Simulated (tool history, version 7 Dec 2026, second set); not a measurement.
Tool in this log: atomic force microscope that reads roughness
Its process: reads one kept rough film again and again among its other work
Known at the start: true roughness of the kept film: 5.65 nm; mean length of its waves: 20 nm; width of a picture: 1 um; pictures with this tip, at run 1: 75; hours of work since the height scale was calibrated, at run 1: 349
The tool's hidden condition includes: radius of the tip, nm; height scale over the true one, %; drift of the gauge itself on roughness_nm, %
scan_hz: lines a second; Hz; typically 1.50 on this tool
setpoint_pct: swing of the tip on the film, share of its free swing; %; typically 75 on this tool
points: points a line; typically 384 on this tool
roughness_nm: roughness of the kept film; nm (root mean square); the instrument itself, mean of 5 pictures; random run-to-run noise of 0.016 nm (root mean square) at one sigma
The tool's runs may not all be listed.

run	hour	scan_hz	setpoint_pct	points	pictures with this tip	hours of work since the height scale was calibrated	roughness_nm
1	0.0	1.50	75	384	75	349	2.633
# hour 33.0: new tip fitted
2	33.8	1.50	75	384	1	363	3.715
3	64.3	1.50	76	384	27	376	3.296
4	86.0	1.50	75	384	46	386	3.072
5	113.0	1.50	75	384	70	397	2.754
6	138.1	1.50	75	384	92	408	2.564
# hour 151.0: new tip fitted
7	159.1	1.50	75	384	7	417	3.667
8	186.4	3.47	75	384	31	428	2.841
9	215.3	3.47	75	384	56	441	2.570
10	252.6	3.47	75	384	89	457	2.230
# hour 269.0: new tip fitted
11	294.6	3.47	75	384	22	474	2.978
12	323.5	3.47	75	384	47	487	2.664
13	345.0	3.47	75	384	66	496	2.472
14	370.6	3.47	75	384	88	507	2.305
# hour 388.3: new tip fitted
15	416.5	3.47	75	384	25	526	2.981
16	452.8	3.47	75	384	57	542	2.598
17	483.8	3.47	75	384	84	555	2.340
# hour 508.7: new tip fitted
18	525.4	3.47	75	384	15	573	3.054
19	555.1	1.50	75	844	41	586	3.143
20	584.7	1.50	75	844	66	598	2.819
21	613.3	1.50	75	844	91	611	2.588
# hour 626.3: new tip fitted
22	640.1	1.75	67	593	12	622	3.714
23	659.2	1.18	62	384	29	630	3.528
# hour 663.4: height scale calibrated on a step standard
24	694.9	2.05	66	478	59	13	2.928
25	715.4	0.59	61	454	77	22	3.003
26	737.5	0.55	61	835	96	32	2.833
# hour 746.2: height scale calibrated on a step standard, once more
# hour 746.7: new tip fitted
27	766.9	0.55	61	835	18	9	3.930
28	786.0	3.67	61	382	34	17	3.257
29	830.7	3.35	84	382	73	36	2.202
# hour 866.1: new tip fitted
30	871.9	3.35	84	382	5	53	2.886
31	907.8	3.35	84	382	36	69	2.493
32	931.1	2.11	82	384	56	79	2.663
33	975.4	1.98	76	333	95	98	2.412
# hour 983.5: new tip fitted
34	1003.5	1.98	76	333	17	110	3.354
35	1046.0	1.98	76	333	54	128	2.823
36	1071.1	1.50	75	896	76	139	2.769
37	1095.2	3.58	75	384	97	149	2.222
# hour 1103.1: new tip fitted
38	1119.1	3.58	80	515	14	159	2.907
39	1147.0	3.58	80	515	38	171	2.609
40	1192.7	0.50	80	376	78	190	2.935
# hour 1221.3: new tip fitted
41	1238.9	0.50	80	376	16	210	3.757
42	1267.8	1.77	60	882	41	222	3.398

Branching from run 42: 5 alternative next runs. What would each branch give?
A	1286.6	1.44	74	384	57	230	?
B	1286.6	1.77	57	882	57	230	?
C	1286.6	2.39	68	594	57	230	?
D	1286.6	1.50	75	663	57	230	?
E	1286.6	0.53	56	296	57	230	?

run	roughness_nm
A	2.973
B	3.196
C	2.977
D	2.974
E	3.232
Had the tool no hidden state, the same runs would have come out as:
run	roughness_nm
A	3.892
B	4.186
C	3.895
D	3.894
E	4.231

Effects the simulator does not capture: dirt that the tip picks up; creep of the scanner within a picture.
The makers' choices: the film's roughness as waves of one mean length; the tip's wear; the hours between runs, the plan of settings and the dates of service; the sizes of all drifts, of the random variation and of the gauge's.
